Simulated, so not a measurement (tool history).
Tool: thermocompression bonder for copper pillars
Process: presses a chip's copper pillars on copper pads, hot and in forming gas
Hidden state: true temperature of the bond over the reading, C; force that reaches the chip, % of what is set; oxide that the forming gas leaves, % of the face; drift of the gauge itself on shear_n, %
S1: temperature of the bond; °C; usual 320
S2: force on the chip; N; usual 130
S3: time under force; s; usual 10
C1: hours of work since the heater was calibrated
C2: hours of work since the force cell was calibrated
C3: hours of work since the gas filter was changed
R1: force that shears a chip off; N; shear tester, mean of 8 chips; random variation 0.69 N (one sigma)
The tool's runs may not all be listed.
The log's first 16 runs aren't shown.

| run | hour | S1 | S2 | S3 | C1 | C2 | C3 | R1 |
|---|---|---|---|---|---|---|---|---|
| 17 | 760.1 | 320 | 179 | 10 | 1336 | 1230 | 86 | 111.6 |
| 18 | 825 | 316 | 97 | 6 | 1370 | 1264 | 120 | 59.8 |
| 19 | 878.5 | 320 | 184 | 10 | 1397 | 1292 | 148 | 113.2 |
| 20 | 928.7 | 293 | 130 | 15 | 1424 | 1318 | 174 | 85.2 |
|  | 947.4 | forming gas filter changed |
| 21 | 999.4 | 293 | 130 | 8 | 1460 | 1355 | 27 | 69.2 |
| 22 | 1039.6 | 308 | 110 | 17 | 1481 | 1376 | 48 | 87.8 |
| 23 | 1073.4 | 347 | 170 | 17 | 1499 | 1394 | 66 | 130.9 |
| 24 | 1107.1 | 295 | 133 | 10 | 1517 | 1411 | 83 | 77.8 |
| 25 | 1177.2 | 293 | 83 | 17 | 1553 | 1448 | 120 | 62.5 |
| 26 | 1222.5 | 298 | 83 | 17 | 1577 | 1471 | 144 | 65.5 |
| 27 | 1278.6 | 299 | 96 | 20 | 1606 | 1501 | 173 | 78.2 |
|  | 1299.8 | forming gas filter changed |
| 28 | 1328.6 | 333 | 116 | 9 | 1632 | 1526 | 15 | 90.3 |
| 29 | 1402.6 | 334 | 122 | 28 | 1670 | 1565 | 54 | 119.4 |
| 30 | 1449 | 313 | 122 | 10 | 1695 | 1589 | 78 | 85.2 |
| 31 | 1509.8 | 313 | 122 | 10 | 1726 | 1621 | 110 | 83.4 |

3 ways to go on from here, each from the tool as it stands after run 31. What would each give?
| A | 1581.9 | 319 | 112 | 12 | 1764 | 1659 | 147 | ? |
| B | 1581.9 | 320 | 130 | 18 | 1764 | 1659 | 147 | ? |
| C | 1581.9 | 313 | 145 | 7 | 1764 | 1659 | 147 | ? |

| run | R1 |
|---|---|
| A | 87.2 |
| B | 107.3 |
| C | 85.7 |
Without the tool's hidden state the same runs would have given:
| run | R1 |
|---|---|
| A | 87.8 |
| B | 107.8 |
| C | 86.2 |

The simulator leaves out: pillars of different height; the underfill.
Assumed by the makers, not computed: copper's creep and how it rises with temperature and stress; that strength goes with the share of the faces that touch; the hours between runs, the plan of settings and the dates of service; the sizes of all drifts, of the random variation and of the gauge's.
